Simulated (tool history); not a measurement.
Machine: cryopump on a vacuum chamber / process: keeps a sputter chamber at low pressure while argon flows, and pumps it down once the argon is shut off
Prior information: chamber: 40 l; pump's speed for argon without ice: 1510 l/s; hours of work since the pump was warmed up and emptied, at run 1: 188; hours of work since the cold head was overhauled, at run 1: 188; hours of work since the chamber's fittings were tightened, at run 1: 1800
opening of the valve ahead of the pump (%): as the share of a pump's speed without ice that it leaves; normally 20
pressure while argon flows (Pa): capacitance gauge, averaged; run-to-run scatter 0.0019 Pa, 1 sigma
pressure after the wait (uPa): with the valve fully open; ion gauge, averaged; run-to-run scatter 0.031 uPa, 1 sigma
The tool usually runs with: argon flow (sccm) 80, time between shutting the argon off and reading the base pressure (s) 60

run    hour  argon flow (sccm)  time between shutting the argon off and reading the base pressure (s)  opening of the valve ahead of the pump (%)  hours of work since the pump was warmed up and emptied  hours of work since the cold head was overhauled  hours of work since the chamber's fittings were tightened  pressure while argon flows (Pa)  pressure after the wait (uPa)
  1       0                 80                                                                     60                                          20                                                     188                                               188                                                       1800                           0.4513                           2.24
  2    43.6                 80                                                                     60                                          20                                                     210                                               210                                                       1823                           0.4567                           2.23
  3      93                 80                                                                     60                                          27                                                     236                                               236                                                       1848                           0.3389                           2.32
  4     122                 80                                                                     60                                          27                                                     251                                               251                                                       1863                           0.3391                           2.31
  5     150                 80                                                                     60                                          27                                                     266                                               266                                                       1878                           0.3371                           2.38
  6   170.6                 80                                                                     49                                          20                                                     276                                               276                                                       1889                           0.4594                           2.64
  7   210.2                 80                                                                     60                                          20                                                     297                                               297                                                       1909                           0.4551                           2.43
  8   245.2                 80                                                                     60                                          20                                                     315                                               315                                                       1927                           0.4559                           2.41
  9   295.8                 80                                                                     60                                          20                                                     341                                               341                                                       1954                            0.456                           2.34
 10   324.1                 80                                                                     60                                          45                                                     356                                               356                                                       1968                           0.2103                           2.39
 11   365.7                 80                                                                     60                                          45                                                     378                                               378                                                       1990                           0.2116                           2.42
 12   398.2                 80                                                                     60                                          45                                                     395                                               395                                                       2007                           0.2119                           2.45
 13   437.6                 80                                                                     86                                          45                                                     415                                               415                                                       2027                           0.2124                           1.97
 14   471.6                 80                                                                     86                                          45                                                     433                                               433                                                       2045                           0.2125                           2.04
 15     498                 80                                                                     60                                          20                                                     446                                               446                                                       2059                            0.461                            2.4
 16   520.8                 80                                                                     60                                          20                                                     458                                               458                                                       2071                           0.4614                           2.44
 17   558.8                 80                                                                     60                                          20                                                     478                                               478                                                       2090                           0.4619                           2.45
 18   603.3                 80                                                                     60                                          20                                                     501                                               501                                                       2113                           0.4626                            2.5
 19   653.8                 80                                                                     60                                          20                                                     527                                               527                                                       2140                           0.4643                           2.51
 20   703.4                 80                                                                     60                                          20                                                     553                                               553                                                       2165                           0.4656                           2.55
 21   753.8                 77                                                                     60                                          27                                                     579                                               579                                                       2192                           0.3368                           2.58
 22   795.8                117                                                                     45                                          27                                                     601                                               601                                                       2213                           0.5154                           2.98
 23   841.8                 80                                                                     70                                          26                                                     625                                               625                                                       2237                           0.3671                           2.48
 24   877.7                129                                                                     44                                          24                                                     644                                               644                                                       2256                           0.6384                           3.05
 25   902.6                129                                                                     44                                          24                                                     657                                               657                                                       2269                           0.6389                           3.06
 26   945.6                 75                                                                     60                                          20                                                     679                                               679                                                       2291                           0.4424                           2.64
 27   981.5                 65                                                                     45                                          49                                                     698                                               698                                                       2310                           0.1671                            3.1
 28  1002.7                 33                                                                     50                                          31                                                     709                                               709                                                       2321                            0.129                           2.92
 29  1036.1                 63                                                                    275                                          20                                                     726                                               726                                                       2338                           0.3734                            1.6
 30  1065.3                104                                                                    106                                          25                                                     741                                               741                                                       2354                           0.4983                           2.04
 31    1104                104                                                                    106                                          25                                                     761                                               761                                                       2374                           0.4999                           2.04
 32  1127.2                104                                                                     87                                          25                                                     773                                               773                                                       2386                           0.5003                           2.26
 33  1154.6                104                                                                     87                                          25                                                     788                                               788                                                       2400                            0.498                           2.32
 34  1190.7                104                                                                     35                                          25                                                     806                                               806                                                       2419                           0.5043                           3.65
 35  1217.4                 73                                                                     34                                          17                                                     820                                               820                                                       2433                           0.5075                           3.79

Below, some changes in pressure while argon flows (Pa) between adjacent runs. For each, the amount present without the hidden state too (settings, incoming material, random variation) and the amount remaining for the hidden state with gauge scatter not shared by both compared results:
Unlogged tool condition in this case: pump's speed, % of a pump's without ice; cold plate's temperature, K; leak into the chamber, uPa l/s; drift of the gauge itself on working_pa, %; drift of the gauge itself on base_upa, %.
Run 14 -> 15: time between shutting the argon off and reading the base pressure (s) 86 -> 60, opening of the valve ahead of the pump (%) 45 -> 20. pressure while argon flows (Pa) +0.2485: hidden state +0.0004, all else +0.2481.
Run 23 -> 24: argon flow (sccm) 80 -> 129, time between shutting the argon off and reading the base pressure (s) 70 -> 44, opening of the valve ahead of the pump (%) 26 -> 24. pressure while argon flows (Pa) +0.2713: hidden state +0.014, all else +0.2573.
Run 25 -> 26: argon flow (sccm) 129 -> 75, time between shutting the argon off and reading the base pressure (s) 44 -> 60, opening of the valve ahead of the pump (%) 24 -> 20. pressure while argon flows (Pa) -0.1965: hidden state -0.014, all else -0.1825.
Run 26 -> 27: argon flow (sccm) 75 -> 65, time between shutting the argon off and reading the base pressure (s) 60 -> 45, opening of the valve ahead of the pump (%) 20 -> 49. pressure while argon flows (Pa) -0.2753: hidden state -0.0024, all else -0.2729.
Run 29 -> 30: argon flow (sccm) 63 -> 104, time between shutting the argon off and reading the base pressure (s) 275 -> 106, opening of the valve ahead of the pump (%) 20 -> 25. pressure while argon flows (Pa) +0.1249: hidden state +0.0135, all else +0.1114.
